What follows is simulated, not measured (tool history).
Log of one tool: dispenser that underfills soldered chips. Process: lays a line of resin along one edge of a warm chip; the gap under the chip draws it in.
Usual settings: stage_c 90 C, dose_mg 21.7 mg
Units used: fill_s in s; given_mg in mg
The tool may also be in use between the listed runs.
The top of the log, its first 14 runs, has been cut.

-- hour=140 new syringe of resin
run 15 hour=142.2 | stage_c=102 dose_mg=22.8 | fill_s=336.4 given_mg=22.28
-- hour=147.9 dispensing valve cleaned and set on the balance
run 16 hour=149.6 | stage_c=102 dose_mg=22.8 | fill_s=458.7 given_mg=22.77
-- hour=151.7 new syringe of resin
run 17 hour=160.3 | stage_c=102 dose_mg=19.8 | fill_s=466 given_mg=19.69
-- hour=162.1 new syringe of resin
-- hour=166.1 stage's temperature calibrated
run 18 hour=167.9 | stage_c=90 dose_mg=21.7 | fill_s=527.9 given_mg=21.52
-- hour=173.2 new syringe of resin
run 19 hour=180.6 | stage_c=75 dose_mg=24.1 | fill_s=1013.2 given_mg=23.78
-- hour=183.4 new syringe of resin
run 20 hour=186.9 | stage_c=75 dose_mg=24.1 | fill_s=813.8 given_mg=23.76
-- hour=193.7 new syringe of resin
run 21 hour=201.3 | stage_c=85 dose_mg=26.1 | fill_s=723.4 given_mg=25.58
-- hour=203.8 new syringe of resin
-- hour=211.1 dispensing valve cleaned and set on the balance
run 22 hour=213.9 | stage_c=101 dose_mg=27.1 | fill_s=450 given_mg=27.02
-- hour=215.1 new syringe of resin
-- hour=225.5 new syringe of resin
run 23 hour=226.8 | stage_c=101 dose_mg=27.1 | fill_s=306.2 given_mg=26.89
run 24 hour=233.7 | stage_c=89 dose_mg=23.1 | fill_s=642.4 given_mg=22.93
-- hour=235.9 new syringe of resin
-- hour=245.7 new syringe of resin
run 25 hour=246.4 | stage_c=99 dose_mg=28.1 | fill_s=310.3 given_mg=27.71
-- hour=256.4 new syringe of resin
run 26 hour=259 | stage_c=99 dose_mg=21.2 | fill_s=345.8 given_mg=20.81
-- hour=266.8 new syringe of resin
run 27 hour=270.6 | stage_c=103 dose_mg=21.2 | fill_s=336.3 given_mg=20.75
-- hour=272.3 dispensing valve cleaned and set on the balance
-- hour=278.1 new syringe of resin
run 28 hour=283.9 | stage_c=76 dose_mg=21.9 | fill_s=891.4 given_mg=21.87
-- hour=288.7 new syringe of resin
run 29 hour=290.1 | stage_c=89 dose_mg=25.7 | fill_s=461.6 given_mg=25.67
run 30 hour=297.7 | stage_c=98 dose_mg=27.6 | fill_s=498.3 given_mg=27.48
-- hour=298.5 new syringe of resin
run 31 hour=303.9 | stage_c=79 dose_mg=22 | fill_s=823.6 given_mg=21.82
-- hour=309.6 new syringe of resin
run 32 hour=315.7 | stage_c=79 dose_mg=22 | fill_s=833.5 given_mg=21.79
-- hour=320.2 new syringe of resin
run 33 hour=324 | stage_c=82 dose_mg=19.1 | fill_s=674 given_mg=18.85
-- hour=331.2 new syringe of resin
run 34 hour=331.5 | stage_c=78 dose_mg=25.3 | fill_s=652.4 given_mg=24.88
-- hour=333.7 dispensing valve cleaned and set on the balance
-- hour=342.3 new syringe of resin
run 35 hour=346.1 | stage_c=78 dose_mg=25.3 | fill_s=766.9 given_mg=25.22

Each row is a separate what-if for the run after 35, all from the same tool condition, not one after another. Results?
-- hour=352.6 new syringe of resin
run A hour=360.6 | stage_c=96 dose_mg=21.9 | fill_s=? given_mg=?
-- hour=352.6 new syringe of resin
run B hour=360.6 | stage_c=87 dose_mg=21 | fill_s=? given_mg=?
-- hour=352.6 new syringe of resin
run C hour=360.6 | stage_c=82 dose_mg=21 | fill_s=? given_mg=?

run=A fill_s=522.9 given_mg=21.69
run=B fill_s=694.1 given_mg=20.81
run=C fill_s=838.8 given_mg=20.81
What these runs would have given with no unlogged condition in the tool:
run=A fill_s=342.1 given_mg=21.89
run=B fill_s=453.5 given_mg=21.01
run=C fill_s=547.4 given_mg=21.01
